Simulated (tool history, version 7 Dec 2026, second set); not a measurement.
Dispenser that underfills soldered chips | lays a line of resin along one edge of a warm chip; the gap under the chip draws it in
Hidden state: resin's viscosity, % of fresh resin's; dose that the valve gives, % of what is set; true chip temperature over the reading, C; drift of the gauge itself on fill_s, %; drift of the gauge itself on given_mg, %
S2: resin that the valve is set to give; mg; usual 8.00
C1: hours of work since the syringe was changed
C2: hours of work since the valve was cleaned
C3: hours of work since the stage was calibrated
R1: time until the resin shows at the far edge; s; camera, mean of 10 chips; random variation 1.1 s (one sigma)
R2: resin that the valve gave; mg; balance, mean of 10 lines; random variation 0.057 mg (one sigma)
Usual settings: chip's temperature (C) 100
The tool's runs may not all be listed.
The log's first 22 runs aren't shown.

{"day": 6.488, "done": "new syringe of resin"}
{"run": 23, "day": 6.671, "chip's temperature (C)": 90, "S2": 8.44, "C1": 3, "C2": 31, "C3": 155, "R1": 160.1, "R2": 8.14}
{"run": 24, "day": 6.971, "chip's temperature (C)": 111, "S2": 9.14, "C1": 7, "C2": 36, "C3": 159, "R1": 112.5, "R2": 8.84}
{"day": 7.325, "done": "new syringe of resin"}
{"run": 25, "day": 7.333, "chip's temperature (C)": 90, "S2": 9.72, "C1": 0, "C2": 41, "C3": 164, "R1": 131.4, "R2": 9.31}
{"run": 26, "day": 7.508, "chip's temperature (C)": 93, "S2": 8.82, "C1": 3, "C2": 43, "C3": 167, "R1": 143.9, "R2": 8.43}
{"run": 27, "day": 7.854, "chip's temperature (C)": 89, "S2": 7.24, "C1": 8, "C2": 48, "C3": 172, "R1": 223.2, "R2": 6.93}
{"day": 8.175, "done": "new syringe of resin"}
{"run": 28, "day": 8.204, "chip's temperature (C)": 100, "S2": 7.11, "C1": 0, "C2": 53, "C3": 177, "R1": 109.8, "R2": 6.73}
{"run": 29, "day": 8.596, "chip's temperature (C)": 89, "S2": 7.29, "C1": 6, "C2": 59, "C3": 183, "R1": 204.5, "R2": 6.84}
{"run": 30, "day": 8.975, "chip's temperature (C)": 89, "S2": 7.29, "C1": 12, "C2": 64, "C3": 188, "R1": 276.4, "R2": 6.96}
{"day": 9.042, "done": "new syringe of resin"}
{"run": 31, "day": 9.262, "chip's temperature (C)": 89, "S2": 9.69, "C1": 3, "C2": 68, "C3": 192, "R1": 165.8, "R2": 9.05}
{"run": 32, "day": 9.588, "chip's temperature (C)": 94, "S2": 9.38, "C1": 8, "C2": 73, "C3": 197, "R1": 185.8, "R2": 8.91}
{"run": 33, "day": 9.846, "chip's temperature (C)": 108, "S2": 9.09, "C1": 12, "C2": 77, "C3": 201, "R1": 156.5, "R2": 8.47}
{"day": 9.879, "done": "new syringe of resin"}
{"run": 34, "day": 10.15, "chip's temperature (C)": 108, "S2": 9.09, "C1": 4, "C2": 81, "C3": 205, "R1": 100.9, "R2": 8.51}
{"run": 35, "day": 10.342, "chip's temperature (C)": 99, "S2": 8.47, "C1": 7, "C2": 84, "C3": 208, "R1": 151.9, "R2": 7.94}

Forecast each of these 3 alternatives for the next run:
{"run": "A", "day": 10.562, "chip's temperature (C)": 112, "S2": 9.11, "C1": 10, "C2": 87, "C3": 211, "R1": "?", "R2": "?"}
{"run": "B", "day": 10.562, "chip's temperature (C)": 97, "S2": 7.1, "C1": 10, "C2": 87, "C3": 211, "R1": "?", "R2": "?"}
{"run": "C", "day": 10.562, "chip's temperature (C)": 99, "S2": 10.19, "C1": 10, "C2": 87, "C3": 211, "R1": "?", "R2": "?"}

run=A R1=124.4 R2=8.44
run=B R1=203.4 R2=6.50
run=C R1=180.6 R2=9.43
Without the tool's hidden state the same runs would have given:
run=A R1=74.5 R2=9.12
run=B R1=120.4 R2=7.03
run=C R1=109.0 R2=10.19
